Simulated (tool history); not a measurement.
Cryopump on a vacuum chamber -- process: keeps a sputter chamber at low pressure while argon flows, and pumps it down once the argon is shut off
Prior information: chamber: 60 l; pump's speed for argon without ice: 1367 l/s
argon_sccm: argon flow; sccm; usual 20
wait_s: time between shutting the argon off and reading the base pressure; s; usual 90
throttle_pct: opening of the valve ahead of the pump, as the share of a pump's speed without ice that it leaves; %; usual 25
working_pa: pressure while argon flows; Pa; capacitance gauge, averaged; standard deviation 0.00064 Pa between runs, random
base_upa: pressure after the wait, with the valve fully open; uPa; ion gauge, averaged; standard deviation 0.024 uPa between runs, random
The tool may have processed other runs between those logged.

Run 1, hour 0: usual settings. Result: working_pa 0.1063 Pa, base_upa 1.84 uPa.
Run 2, hour 28.3: usual settings. Result: working_pa 0.1062 Pa, base_upa 1.92 uPa.
Run 3, hour 59.5: usual settings. Result: working_pa 0.1064 Pa, base_upa 1.93 uPa.
Run 4, hour 76.2: usual settings. Result: working_pa 0.107 Pa, base_upa 1.93 uPa.
Run 5, hour 106.7: usual settings. Result: working_pa 0.108 Pa, base_upa 1.96 uPa.
Run 6, hour 125.1: usual settings. Result: working_pa 0.1077 Pa, base_upa 2.06 uPa.
Run 7, hour 146: usual settings. Result: working_pa 0.1083 Pa, base_upa 2.14 uPa.
Run 8, hour 172.6: usual settings. Result: working_pa 0.1081 Pa, base_upa 2.07 uPa.
Run 9, hour 204.1: usual settings. Result: working_pa 0.1076 Pa, base_upa 2.09 uPa.
Run 10, hour 223: usual settings. Result: working_pa 0.1075 Pa, base_upa 2.17 uPa.
Run 11, hour 243.7: usual settings. Result: working_pa 0.1085 Pa, base_upa 2.17 uPa.
Run 12, hour 275.5: usual settings but wait_s 28 s. Result: working_pa 0.1085 Pa, base_upa 3.63 uPa.
Run 13, hour 296: usual settings but wait_s 28 s. Result: working_pa 0.1091 Pa, base_upa 3.73 uPa.
Run 14, hour 324.5: usual settings but wait_s 28 s. Result: working_pa 0.1102 Pa, base_upa 3.78 uPa.
Run 15, hour 356.9: usual settings but argon_sccm 40 sccm, throttle_pct 45 %. Result: working_pa 0.1304 Pa, base_upa 2.39 uPa.
Run 16, hour 388.7: usual settings but argon_sccm 8 sccm, wait_s 66 s, throttle_pct 18 %. Result: working_pa 0.0594 Pa, base_upa 2.68 uPa.
Run 17, hour 421.1: usual settings but argon_sccm 8 sccm, wait_s 66 s, throttle_pct 18 %. Result: working_pa 0.0598 Pa, base_upa 2.83 uPa.
Run 18, hour 452.3: usual settings but argon_sccm 34 sccm, wait_s 186 s, throttle_pct 34 %. Result: working_pa 0.1444 Pa, base_upa 2.28 uPa.
At hour 465.7: pump warmed up, emptied and cooled again.
Run 19, hour 476.9: usual settings but argon_sccm 34 sccm, wait_s 186 s, throttle_pct 34 %. Result: working_pa 0.1245 Pa, base_upa 1.72 uPa.
Run 20, hour 512.8: usual settings but argon_sccm 34 sccm, wait_s 186 s, throttle_pct 34 %. Result: working_pa 0.1254 Pa, base_upa 1.67 uPa.
Run 21, hour 533.5: usual settings but argon_sccm 34 sccm, wait_s 186 s, throttle_pct 34 %. Result: working_pa 0.1248 Pa, base_upa 1.72 uPa.
Run 22, hour 557: usual settings but argon_sccm 34 sccm, wait_s 186 s, throttle_pct 36 %. Result: working_pa 0.1189 Pa, base_upa 1.75 uPa.
Run 23, hour 590: usual settings but throttle_pct 20 %. Result: working_pa 0.1248 Pa, base_upa 2.11 uPa.
Run 24, hour 612.3: usual settings but throttle_pct 18 %. Result: working_pa 0.1387 Pa, base_upa 2.18 uPa.
Run 25, hour 631.4: usual settings but throttle_pct 18 %. Result: working_pa 0.1393 Pa, base_upa 2.21 uPa.
Run 26, hour 661: usual settings but wait_s 53 s. Result: working_pa 0.1003 Pa, base_upa 2.68 uPa.

Pick out some run-to-run changes in working_pa. Of each, how much would a tool without hidden state show as well, from the settings, what came in and chance, and how much is left for the hidden state and any gauge scatter not in both results compared?
Hidden conditions of the tool in this case: pump's speed, % of a pump's without ice; cold plate's temperature, K; leak into the chamber, uPa l/s; drift of the gauge itself on working_pa, %; drift of the gauge itself on base_upa, %.
Run 15 -> 16: argon_sccm 40 -> 8, wait_s 90 -> 66, throttle_pct 45 -> 18. working_pa -0.071 Pa: hidden state -0.0169, all else -0.0541.
Run 17 -> 18: argon_sccm 8 -> 34, wait_s 66 -> 186, throttle_pct 18 -> 34. working_pa +0.0846 Pa: hidden state +0.0153, all else +0.0693.
Run 18 -> 19: pump warmed up, emptied and cooled again. working_pa -0.0199 Pa: hidden state -0.0191, all else -0.0008.
